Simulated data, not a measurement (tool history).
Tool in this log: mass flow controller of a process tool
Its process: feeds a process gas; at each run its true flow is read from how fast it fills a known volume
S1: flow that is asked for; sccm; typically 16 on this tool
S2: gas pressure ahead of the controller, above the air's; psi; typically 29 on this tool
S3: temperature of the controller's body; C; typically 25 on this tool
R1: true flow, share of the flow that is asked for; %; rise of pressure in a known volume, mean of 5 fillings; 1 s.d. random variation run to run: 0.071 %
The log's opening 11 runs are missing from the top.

run    hour  S1    S2  S3      R1
 12  2268.6  16  32.5  25   99.05
 13  2415.9  16  32.5  25   98.99
 14  2696.2  16  32.5  25   98.81
 15  2829.1  16  32.5  25      99
 16  3065.1  16  20.9  25   99.15
 17    3238   6    29  25   98.31
 18  3381.2   3    29  25   98.16
 19  3563.2   3    29  25   98.13
 20  3744.7   3    29  25   98.02
 21  4022.2   4  33.4  25    97.8
 22  4244.8   3  32.2  22   97.58
 23    4498   3  24.7  22   97.71
 24  4681.1   4  24.4  24   97.89
 25  4824.9   6    31  26   97.96
 26  4979.7   6  23.4  26   98.25
 27    5223  15  35.4  33   98.56
 28    5456  15  35.4  33   98.62
 29    5738  15  35.4  33   98.46
     5783.3  -- gauge calibrated
 30  5895.8   7    29  34  100.29
 31  6054.6   7    29  34   100.3
 32  6284.6   7    29  34  100.24
 33  6510.7  16    29  36  100.61
 34  6764.9  16    29  36  100.48
 35  7028.7  16  38.1  36  100.21
 36  7170.3  16  38.1  36  100.12

Forecast each of these 5 alternatives for the next run:
  A  7408.6   2  32.8  39   ?
  B  7408.6  15  36.7  36   ?
  C  7408.6   4  26.3  22   ?
  D  7408.6  16  34.2  36   ?
  E  7408.6  16  22.8  36   ?

run      R1
  A   99.99
  B  100.01
  C   98.69
  D  100.16
  E  100.63
With no hidden state in the tool, these same runs would have given:
run      R1
  A  100.47
  B  100.57
  C    99.2
  D  100.72
  E  101.18

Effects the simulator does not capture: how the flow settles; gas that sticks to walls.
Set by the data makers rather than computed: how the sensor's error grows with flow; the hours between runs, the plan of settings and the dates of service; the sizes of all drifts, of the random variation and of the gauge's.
